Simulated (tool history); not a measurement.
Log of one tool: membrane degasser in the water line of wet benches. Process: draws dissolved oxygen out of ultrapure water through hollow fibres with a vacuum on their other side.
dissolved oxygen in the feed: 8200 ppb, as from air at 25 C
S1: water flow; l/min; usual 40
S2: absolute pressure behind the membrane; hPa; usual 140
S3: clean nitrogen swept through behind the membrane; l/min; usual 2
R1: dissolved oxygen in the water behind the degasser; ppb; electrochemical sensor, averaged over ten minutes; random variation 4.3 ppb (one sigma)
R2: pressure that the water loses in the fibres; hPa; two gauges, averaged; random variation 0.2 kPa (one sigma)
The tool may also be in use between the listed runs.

run	hour	S1	S2	S3	R1	R2
1	0	40	140	2	488.5	466
2	94	40	122	2	421.3	460.7
3	160.9	40	122	2	424	465.2
4	233.4	40	122	2	425.4	465.9
5	384.3	40	140	2	499.6	463.6
6	527.2	40	140	2	502.6	465.7
7	637.4	40	91	2	300.7	468.4
8	754.9	40	91	2	295.5	468.9
9	870.4	40	91	2	299.8	468.4
10	1029.7	40	91	2	298.5	464.4
11	1112.2	40	133	2	463.4	469.8
12	1216.4	40	140	3.27	345.6	470.7
13	1294.5	40	140	3.27	346.1	472.1
14	1453.3	40	134	2.17	451.7	468.9
15	1535.5	26	293	4.89	330.3	304.9
16	1655.9	26	293	4.89	331.7	302
17	1732	40	140	2.87	378.8	472.1
18	1827.1	40	96	5.97	150.4	471.3
19	1954.3	46	140	1.29	801.3	543.3
20	2087.6	59	140	0.92	1269.2	696.6
21	2236.8	59	140	0.92	1309.2	695.8
22	2360.9	40	121	3.86	261.1	473.8
23	2443.8	40	140	1.38	667.9	471.3
24	2596	40	140	1.38	661.8	471.2
25	2752.4	40	140	1.38	678.2	472.4

Some steps in R1 between neighbouring runs. How much of each would the tool show without its hidden state too (settings, what came in, random variation), and how much is left for the hidden state, with any gauge scatter that isn't in both results?
The hidden state here: membrane still open, %; true pressure behind the membrane over the reading, kPa; air that leaks in behind the membrane, l/min; drift of the gauge itself on oxygen_ppb, %; drift of the gauge itself on loss_of_pressure_kpa, %.
Run 18 -> 19: S1 40 -> 46, S2 96 -> 140, S3 5.97 -> 1.29. R1 +650.9 ppb: hidden state +7.3, all else +643.6.
Run 19 -> 20: S1 46 -> 59, S3 1.29 -> 0.92. R1 +467.9 ppb: hidden state +10.5, all else +457.4.
Run 21 -> 22: S1 59 -> 40, S2 140 -> 121, S3 0.92 -> 3.86. R1 -1048.1 ppb: hidden state -17.5, all else -1030.6.
